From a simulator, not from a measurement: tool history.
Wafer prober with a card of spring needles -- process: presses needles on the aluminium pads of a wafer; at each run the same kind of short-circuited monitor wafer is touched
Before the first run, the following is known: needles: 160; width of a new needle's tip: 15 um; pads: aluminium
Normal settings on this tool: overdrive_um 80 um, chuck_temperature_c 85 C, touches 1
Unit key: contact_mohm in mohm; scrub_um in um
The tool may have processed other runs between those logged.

run	hour	overdrive_um	chuck_temperature_c	touches	contact_mohm	scrub_um
1	0.0	80	85	1	126	19.59
# hour 6.0: tips cleaned on abrasive film
# hour 17.8: tips cleaned on abrasive film
# hour 29.7: tips cleaned on abrasive film
# hour 41.5: tips cleaned on abrasive film
# hour 56.2: tips cleaned on abrasive film
# hour 69.0: tips cleaned on abrasive film
2	69.0	80	85	1	127	19.57
# hour 83.7: tips cleaned on abrasive film
# hour 95.6: tips cleaned on abrasive film
# hour 107.4: tips cleaned on abrasive film
3	112.1	80	85	2	128	19.62
# hour 121.0: tips cleaned on abrasive film
# hour 132.9: tips cleaned on abrasive film
# hour 147.6: tips cleaned on abrasive film
4	156.2	80	85	1	130	19.52
# hour 162.2: tips cleaned on abrasive film
# hour 176.9: tips cleaned on abrasive film
# hour 191.7: tips cleaned on abrasive film
5	197.2	80	82	1	125	19.65
# hour 206.1: tips cleaned on abrasive film
# hour 218.0: tips cleaned on abrasive film
# hour 229.8: tips cleaned on abrasive film
# hour 244.5: tips cleaned on abrasive film
# hour 259.3: tips cleaned on abrasive film
6	262.3	80	62	1	120	19.68
# hour 271.1: tips cleaned on abrasive film
# hour 285.8: tips cleaned on abrasive film
# hour 300.6: tips cleaned on abrasive film
7	305.2	80	62	1	122	19.62
# hour 314.1: tips cleaned on abrasive film
# hour 325.9: tips cleaned on abrasive film
# hour 340.7: tips cleaned on abrasive film
# hour 352.5: tips cleaned on abrasive film
# hour 365.4: tips cleaned on abrasive film
8	365.4	78	85	1	128	19.13
# hour 377.2: tips cleaned on abrasive film
# hour 389.1: tips cleaned on abrasive film
# hour 400.9: tips cleaned on abrasive film
# hour 412.7: tips cleaned on abrasive film
9	416.4	78	85	1	126	19.22
# hour 425.3: tips cleaned on abrasive film
# hour 437.2: tips cleaned on abrasive film
# hour 437.5: height of the first contact set anew
10	445.3	78	85	1	128	19.23
# hour 451.2: tips cleaned on abrasive film
# hour 463.1: tips cleaned on abrasive film
# hour 474.9: tips cleaned on abrasive film
# hour 486.8: tips cleaned on abrasive film
# hour 501.5: tips cleaned on abrasive film
11	508.0	80	90	1	127	19.59
# hour 514.0: tips cleaned on abrasive film
# hour 528.8: tips cleaned on abrasive film
# hour 543.6: tips cleaned on abrasive film
12	550.3	80	90	1	124	19.52
# hour 556.3: tips cleaned on abrasive film
# hour 568.1: tips cleaned on abrasive film
# hour 582.9: tips cleaned on abrasive film
# hour 597.7: tips cleaned on abrasive film
13	608.6	80	90	1	127	19.68
# hour 611.7: tips cleaned on abrasive film
# hour 626.4: tips cleaned on abrasive film
# hour 638.2: tips cleaned on abrasive film
14	648.5	71	28	3	119	17.43
# hour 651.5: tips cleaned on abrasive film
# hour 663.4: tips cleaned on abrasive film
# hour 675.2: tips cleaned on abrasive film
# hour 687.0: tips cleaned on abrasive film
15	693.7	71	28	3	121	17.41
# hour 699.7: tips cleaned on abrasive film
# hour 714.5: tips cleaned on abrasive film
# hour 729.2: tips cleaned on abrasive film
16	730.7	71	28	3	118	17.46
# hour 742.5: tips cleaned on abrasive film
# hour 754.4: tips cleaned on abrasive film
# hour 766.2: tips cleaned on abrasive film
# hour 778.1: tips cleaned on abrasive film
17	779.2	80	85	2	127	19.59
# hour 791.1: tips cleaned on abrasive film
# hour 805.9: tips cleaned on abrasive film
# hour 820.5: tips cleaned on abrasive film
18	827.7	77	31	3	121	18.91
# hour 833.6: tips cleaned on abrasive film
# hour 848.4: tips cleaned on abrasive film
19	857.2	85	34	2	118	20.77
# hour 863.2: tips cleaned on abrasive film
# hour 878.0: tips cleaned on abrasive film
# hour 892.7: tips cleaned on abrasive film
# hour 904.6: tips cleaned on abrasive film
# hour 916.4: tips cleaned on abrasive film
20	919.5	80	93	2	127	19.59
# hour 928.4: tips cleaned on abrasive film
# hour 940.3: tips cleaned on abrasive film
# hour 952.1: tips cleaned on abrasive film
# hour 964.0: tips cleaned on abrasive film
# hour 964.3: height of the first contact set anew
21	966.1	76	83	2	129	18.67
# hour 977.9: tips cleaned on abrasive film
# hour 989.7: tips cleaned on abrasive film
# hour 1001.6: tips cleaned on abrasive film
# hour 1013.4: tips cleaned on abrasive film
22	1018.4	95	51	2	118	23.27
# hour 1027.3: tips cleaned on abrasive film
# hour 1039.2: tips cleaned on abrasive film
# hour 1051.0: tips cleaned on abrasive film
# hour 1062.9: tips cleaned on abrasive film
23	1073.2	95	51	3	118	23.36
# hour 1076.2: tips cleaned on abrasive film
# hour 1088.1: tips cleaned on abrasive film
# hour 1099.9: tips cleaned on abrasive film
# hour 1111.8: tips cleaned on abrasive film
# hour 1126.5: tips cleaned on abrasive film
24	1129.5	80	30	1	117	19.62
# hour 1141.3: tips cleaned on abrasive film
# hour 1153.1: tips cleaned on abrasive film
25	1164.7	83	78	2	126	20.23

5 ways to go on from here, each from the tool as it stands after run 25. What would each give?
# hour 1167.7: tips cleaned on abrasive film
# hour 1179.5: tips cleaned on abrasive film
# hour 1194.3: tips cleaned on abrasive film
A	1201.9	88	78	2	?	?
# hour 1167.7: tips cleaned on abrasive film
# hour 1179.5: tips cleaned on abrasive film
# hour 1194.3: tips cleaned on abrasive film
B	1201.9	78	52	2	?	?
# hour 1167.7: tips cleaned on abrasive film
# hour 1179.5: tips cleaned on abrasive film
# hour 1194.3: tips cleaned on abrasive film
C	1201.9	82	42	1	?	?
# hour 1167.7: tips cleaned on abrasive film
# hour 1179.5: tips cleaned on abrasive film
# hour 1194.3: tips cleaned on abrasive film
D	1201.9	60	78	2	?	?
# hour 1167.7: tips cleaned on abrasive film
# hour 1179.5: tips cleaned on abrasive film
# hour 1194.3: tips cleaned on abrasive film
E	1201.9	91	26	2	?	?

run	contact_mohm	scrub_um
A	124	21.65
B	121	19.17
C	120	20.10
D	133	14.70
E	117	22.25
Stripped of hidden state, with their random variation kept, the same runs would have yielded:
run	contact_mohm	scrub_um
A	124	21.65
B	121	19.18
C	120	20.11
D	133	14.70
E	117	22.26

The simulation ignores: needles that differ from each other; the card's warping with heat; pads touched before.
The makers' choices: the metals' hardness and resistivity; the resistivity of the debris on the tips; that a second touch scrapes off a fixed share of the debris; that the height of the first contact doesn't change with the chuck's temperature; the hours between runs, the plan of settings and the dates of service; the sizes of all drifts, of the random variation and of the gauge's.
